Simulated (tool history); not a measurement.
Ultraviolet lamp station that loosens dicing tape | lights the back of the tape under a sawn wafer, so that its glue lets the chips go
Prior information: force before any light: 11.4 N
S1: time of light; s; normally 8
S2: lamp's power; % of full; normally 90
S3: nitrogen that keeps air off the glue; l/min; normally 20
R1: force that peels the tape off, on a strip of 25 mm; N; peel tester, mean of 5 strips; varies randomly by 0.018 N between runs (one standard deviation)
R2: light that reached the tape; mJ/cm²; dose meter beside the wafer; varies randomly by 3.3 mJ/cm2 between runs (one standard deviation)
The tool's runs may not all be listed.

run 1 hour=0 | S1=8 S2=90 S3=20 | R1=0.904 R2=505
run 2 hour=28.4 | S1=8 S2=90 S3=20 | R1=0.945 R2=501
run 3 hour=62.6 | S1=8 S2=90 S3=20 | R1=0.981 R2=493
run 4 hour=105.5 | S1=8 S2=90 S3=20 | R1=1.035 R2=484
run 5 hour=129 | S1=8 S2=90 S3=20 | R1=1.018 R2=476
run 6 hour=184 | S1=8 S2=90 S3=20 | R1=1.093 R2=464
run 7 hour=238.2 | S1=8 S2=90 S3=20 | R1=1.149 R2=452
run 8 hour=284.6 | S1=8 S2=90 S3=20 | R1=1.187 R2=440
run 9 hour=342.7 | S1=8 S2=90 S3=20 | R1=1.284 R2=427
run 10 hour=395.8 | S1=8 S2=90 S3=20 | R1=1.434 R2=410
run 11 hour=438.1 | S1=6 S2=90 S3=24 | R1=2.198 R2=304
-- hour=468.7 window cleaned of glue's vapour
run 12 hour=487.4 | S1=5 S2=70 S3=24 | R1=3.623 R2=211
run 13 hour=533.8 | S1=6 S2=93 S3=24 | R1=1.934 R2=333
run 14 hour=569.5 | S1=8 S2=90 S3=13 | R1=1.611 R2=423
run 15 hour=608.2 | S1=8 S2=90 S3=13 | R1=1.607 R2=408
run 16 hour=656.3 | S1=8 S2=90 S3=13 | R1=1.738 R2=402
run 17 hour=700.3 | S1=8 S2=85 S3=15 | R1=1.954 R2=367
run 18 hour=726.6 | S1=5 S2=90 S3=17 | R1=3.403 R2=241
run 19 hour=754.8 | S1=5 S2=66 S3=6 | R1=5.753 R2=174
run 20 hour=797.2 | S1=8 S2=64 S3=28 | R1=2.719 R2=264

Branching from run 20: 5 alternative next runs. What would each branch give?
run A hour=827.5 | S1=5 S2=76 S3=8 | R1=? R2=?
run B hour=827.5 | S1=6 S2=95 S3=6 | R1=? R2=?
run C hour=827.5 | S1=8 S2=78 S3=13 | R1=? R2=?
run D hour=827.5 | S1=6 S2=80 S3=28 | R1=? R2=?
run E hour=827.5 | S1=8 S2=64 S3=38 | R1=? R2=?

run=A R1=5.116 R2=190
run=B R1=3.743 R2=287
run=C R1=2.672 R2=314
run=D R1=2.876 R2=241
run=E R1=2.607 R2=254
Take away the tool's hidden state, keep each run's random variation, and the runs would have read:
run=A R1=3.59 R2=275
run=B R1=2.306 R2=415
run=C R1=1.436 R2=454
run=D R1=1.633 R2=348
run=E R1=1.399 R2=368

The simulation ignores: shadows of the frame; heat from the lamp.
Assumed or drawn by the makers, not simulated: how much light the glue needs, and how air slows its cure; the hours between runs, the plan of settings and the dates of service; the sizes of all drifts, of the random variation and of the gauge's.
